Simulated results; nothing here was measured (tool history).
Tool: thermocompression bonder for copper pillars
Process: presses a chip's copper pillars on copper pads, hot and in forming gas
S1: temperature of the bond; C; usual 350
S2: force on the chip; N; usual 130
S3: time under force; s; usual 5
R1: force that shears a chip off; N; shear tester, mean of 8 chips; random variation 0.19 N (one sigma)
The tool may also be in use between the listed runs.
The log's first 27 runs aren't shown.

run 28 hour=382.7 | S1=344 S2=148 S3=5 | R1=39.7
run 29 hour=399.3 | S1=335 S2=130 S3=5 | R1=31.8
run 30 hour=418.6 | S1=348 S2=130 S3=5 | R1=37.5
run 31 hour=438.6 | S1=371 S2=130 S3=5 | R1=47.2
run 32 hour=457.6 | S1=371 S2=130 S3=5 | R1=47.8
run 33 hour=466.9 | S1=371 S2=133 S3=14 | R1=63.2
run 34 hour=475.5 | S1=350 S2=130 S3=8 | R1=45.2
run 35 hour=484.1 | S1=350 S2=130 S3=8 | R1=45.3
run 36 hour=493 | S1=333 S2=176 S3=8 | R1=47.8
run 37 hour=506.2 | S1=360 S2=125 S3=4 | R1=38.3
run 38 hour=522.5 | S1=372 S2=85 S3=4 | R1=31.3
run 39 hour=531.4 | S1=353 S2=122 S3=10 | R1=47.8
run 40 hour=548.2 | S1=336 S2=96 S3=5 | R1=24.2
run 41 hour=567.2 | S1=336 S2=96 S3=5 | R1=24.5

3 ways to go on from here, each from the tool as it stands after run 41. What would each give?
run A hour=579.2 | S1=368 S2=130 S3=5 | R1=?
run B hour=579.2 | S1=343 S2=96 S3=6 | R1=?
run C hour=579.2 | S1=370 S2=117 S3=7 | R1=?

run=A R1=46.7
run=B R1=28.8
run=C R1=49.2
Without the tool's hidden state the same runs would have given:
run=A R1=45
run=B R1=27.8
run=C R1=47.4
